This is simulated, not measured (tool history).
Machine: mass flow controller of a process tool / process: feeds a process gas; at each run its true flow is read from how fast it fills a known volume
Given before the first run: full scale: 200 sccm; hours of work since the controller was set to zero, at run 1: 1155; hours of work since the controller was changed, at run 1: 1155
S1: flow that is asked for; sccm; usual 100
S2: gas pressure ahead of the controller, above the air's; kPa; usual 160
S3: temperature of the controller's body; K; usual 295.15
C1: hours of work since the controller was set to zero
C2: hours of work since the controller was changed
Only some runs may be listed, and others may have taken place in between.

{"run": 1, "hour": 0.0, "S1": 100, "S2": 160, "S3": 295.15, "C1": 1155, "C2": 1155, "true flow (%)": 99.08}
{"run": 2, "hour": 32.8, "S1": 100, "S2": 160, "S3": 295.15, "C1": 1177, "C2": 1177, "true flow (%)": 99.18}
{"run": 3, "hour": 106.5, "S1": 100, "S2": 160, "S3": 295.15, "C1": 1227, "C2": 1227, "true flow (%)": 99.39}
{"run": 4, "hour": 147.6, "S1": 100, "S2": 233, "S3": 295.15, "C1": 1255, "C2": 1255, "true flow (%)": 99.82}
{"run": 5, "hour": 226.3, "S1": 100, "S2": 233, "S3": 295.15, "C1": 1308, "C2": 1308, "true flow (%)": 100.05}
{"run": 6, "hour": 288.7, "S1": 100, "S2": 233, "S3": 295.15, "C1": 1351, "C2": 1351, "true flow (%)": 100.31}
{"run": 7, "hour": 330.2, "S1": 100, "S2": 233, "S3": 295.15, "C1": 1379, "C2": 1379, "true flow (%)": 100.26}
{"run": 8, "hour": 371.4, "S1": 100, "S2": 233, "S3": 295.15, "C1": 1407, "C2": 1407, "true flow (%)": 100.44}
{"run": 9, "hour": 413.4, "S1": 100, "S2": 160, "S3": 302.15, "C1": 1435, "C2": 1435, "true flow (%)": 99.27}
{"run": 10, "hour": 469.5, "S1": 100, "S2": 160, "S3": 303.15, "C1": 1473, "C2": 1473, "true flow (%)": 99.45}
{"run": 11, "hour": 546.6, "S1": 69, "S2": 148, "S3": 295.15, "C1": 1526, "C2": 1526, "true flow (%)": 100.01}
{"run": 12, "hour": 609.5, "S1": 100, "S2": 196, "S3": 295.15, "C1": 1568, "C2": 1568, "true flow (%)": 100.76}
{"run": 13, "hour": 681.7, "S1": 100, "S2": 196, "S3": 295.15, "C1": 1617, "C2": 1617, "true flow (%)": 100.95}
{"run": 14, "hour": 724.1, "S1": 49, "S2": 261, "S3": 295.15, "C1": 1646, "C2": 1646, "true flow (%)": 100.92}

Alternative continuations, all from the tool just after run 14; predict every row:
{"run": "A", "hour": 780.5, "S1": 49, "S2": 147, "S3": 298.15, "C1": 1684, "C2": 1684, "true flow (%)": "?"}
{"run": "B", "hour": 780.5, "S1": 126, "S2": 160, "S3": 295.15, "C1": 1684, "C2": 1684, "true flow (%)": "?"}
{"run": "C", "hour": 780.5, "S1": 56, "S2": 165, "S3": 312.15, "C1": 1684, "C2": 1684, "true flow (%)": "?"}
{"run": "D", "hour": 780.5, "S1": 100, "S2": 160, "S3": 305.15, "C1": 1684, "C2": 1684, "true flow (%)": "?"}
{"run": "E", "hour": 780.5, "S1": 125, "S2": 261, "S3": 308.15, "C1": 1684, "C2": 1684, "true flow (%)": "?"}

run=A true_flow_(%)=99.98
run=B true_flow_(%)=101.25
run=C true_flow_(%)=98.66
run=D true_flow_(%)=99.86
run=E true_flow_(%)=100.40
Without the tool's unlogged condition, the same runs would have read:
run=A true_flow_(%)=98.04
run=B true_flow_(%)=99.28
run=C true_flow_(%)=96.75
run=D true_flow_(%)=97.93
run=E true_flow_(%)=98.45
